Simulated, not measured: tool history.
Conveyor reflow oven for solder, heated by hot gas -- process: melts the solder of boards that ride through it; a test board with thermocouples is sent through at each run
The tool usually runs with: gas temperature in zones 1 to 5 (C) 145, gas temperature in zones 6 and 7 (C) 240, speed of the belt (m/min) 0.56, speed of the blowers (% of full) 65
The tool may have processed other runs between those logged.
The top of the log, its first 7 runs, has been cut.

| run | hour | gas temperature in zones 1 to 5 (C) | gas temperature in zones 6 and 7 (C) | speed of the belt (m/min) | speed of the blowers (% of full) | highest temperature of the board (C) | time above the solder's melting point (s) |
|---|---|---|---|---|---|---|---|
| 8 | 64.8 | 145 | 240 | 0.56 | 59 | 217.8 | 66.5 |
|  | 76.7 | flux residue cleaned out of gas plates and filters |
| 9 | 76.7 | 145 | 240 | 0.56 | 59 | 217.2 | 65.9 |
| 10 | 86.9 | 145 | 240 | 0.56 | 59 | 217.1 | 65.8 |
| 11 | 99.8 | 145 | 240 | 0.56 | 59 | 216.9 | 65.7 |
| 12 | 107.4 | 145 | 228 | 0.56 | 65 | 209.5 | 58.5 |
| 13 | 115.9 | 137 | 240 | 0.56 | 65 | 217.4 | 63 |
| 14 | 127.6 | 145 | 240 | 0.56 | 65 | 219.2 | 68 |
|  | 135.2 | flux residue cleaned out of gas plates and filters, once more |
| 15 | 141.6 | 145 | 240 | 0.56 | 65 | 220.9 | 69.6 |
| 16 | 149 | 145 | 240 | 0.56 | 65 | 220.8 | 69.4 |
| 17 | 155.5 | 145 | 240 | 0.56 | 65 | 221 | 69.7 |
| 18 | 167.4 | 145 | 240 | 0.56 | 65 | 221.1 | 69.7 |
| 19 | 175 | 145 | 240 | 0.56 | 65 | 220.7 | 69.6 |
| 20 | 183.7 | 145 | 232 | 0.581 | 55 | 208.9 | 54.6 |

Forecast run 21:
| 21 | 191.5 | 145 | 232 | 0.581 | 55 | ? | ? |

{"run 21": {"highest temperature of the board (C)": 208.9, "time above the solder's melting point (s)": 54.6}}
Minus the tool's unlogged condition, the same run would have read highest temperature of the board (C) 208.4, time above the solder's melting point (s) 53.8.

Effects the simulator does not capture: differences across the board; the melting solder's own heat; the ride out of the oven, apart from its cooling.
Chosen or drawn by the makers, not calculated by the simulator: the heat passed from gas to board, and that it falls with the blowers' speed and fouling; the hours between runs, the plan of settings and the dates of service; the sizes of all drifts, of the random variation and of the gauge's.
